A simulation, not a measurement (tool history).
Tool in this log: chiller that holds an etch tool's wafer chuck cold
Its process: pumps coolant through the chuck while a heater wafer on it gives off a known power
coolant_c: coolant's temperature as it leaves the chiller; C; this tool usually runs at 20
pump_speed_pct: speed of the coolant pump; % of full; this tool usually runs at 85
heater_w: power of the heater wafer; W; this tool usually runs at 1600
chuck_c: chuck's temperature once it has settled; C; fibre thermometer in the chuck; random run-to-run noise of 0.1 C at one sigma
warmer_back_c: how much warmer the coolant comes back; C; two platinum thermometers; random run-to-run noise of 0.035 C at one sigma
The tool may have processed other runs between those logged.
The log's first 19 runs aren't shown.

Run 20, hour 1453.4: usual settings but coolant_c 10 C, heater_w 2195 W. Result: chuck_c 30.6 C, warmer_back_c 8.5 C.
Run 21, hour 1511: usual settings but coolant_c 10 C, heater_w 2195 W. Result: chuck_c 30.6 C, warmer_back_c 8.56 C.
Run 22, hour 1593.9: usual settings but pump_speed_pct 95 % of full, heater_w 1913 W. Result: chuck_c 36.4 C, warmer_back_c 6.62 C.
Run 23, hour 1661.2: usual settings but coolant_c 23 C, heater_w 804 W. Result: chuck_c 30.5 C, warmer_back_c 3.19 C.
Run 24, hour 1748: usual settings but coolant_c 22 C, heater_w 938 W. Result: chuck_c 30.7 C, warmer_back_c 3.64 C.
Run 25, hour 1812.1: usual settings but coolant_c 25 C, pump_speed_pct 61 % of full. Result: chuck_c 44.9 C, warmer_back_c 8.88 C.
Run 26, hour 1868.7: usual settings but coolant_c 25 C, pump_speed_pct 61 % of full. Result: chuck_c 44.8 C, warmer_back_c 8.88 C.
Run 27, hour 1948.2: usual settings but coolant_c 25 C, pump_speed_pct 61 % of full. Result: chuck_c 44.7 C, warmer_back_c 8.84 C.
Run 28, hour 2048: usual settings but coolant_c 25 C, pump_speed_pct 61 % of full. Result: chuck_c 44.9 C, warmer_back_c 8.85 C.
Run 29, hour 2117.1: usual settings but coolant_c 25 C, pump_speed_pct 61 % of full. Result: chuck_c 44.9 C, warmer_back_c 8.87 C.
Run 30, hour 2173.7: usual settings but coolant_c 23 C, pump_speed_pct 86 % of full, heater_w 929 W. Result: chuck_c 31.7 C, warmer_back_c 3.52 C.
Run 31, hour 2253.5: usual settings but coolant_c 23 C, pump_speed_pct 86 % of full, heater_w 929 W. Result: chuck_c 31.7 C, warmer_back_c 3.6 C.
Run 32, hour 2295.3: usual settings but coolant_c 14 C, pump_speed_pct 91 % of full, heater_w 2087 W. Result: chuck_c 32.3 C, warmer_back_c 7.5 C.

Predict each of these 4 candidate next runs independently; none follows another, all start after run 32:
Run A, hour 2392.5: usual settings but coolant_c 21 C, heater_w 1133 W. Result: chuck_c ?, warmer_back_c ?.
Run B, hour 2392.5: usual settings but heater_w 1611 W. Result: chuck_c ?, warmer_back_c ?.
Run C, hour 2392.5: usual settings but coolant_c 13 C, heater_w 1214 W. Result: chuck_c ?, warmer_back_c ?.
Run D, hour 2392.5: usual settings but coolant_c 14 C, heater_w 2087 W. Result: chuck_c ?, warmer_back_c ?.

run  chuck_c  warmer_back_c
  A     31.7           4.43
  B     35.2           6.24
  C     24.5           4.75
  D     33.4           8.02
Take away the tool's hidden state, keep each run's random variation, and the runs would have read:
run  chuck_c  warmer_back_c
  A     31.7           4.43
  B     35.1           6.24
  C     24.5           4.75
  D     33.4           8.01
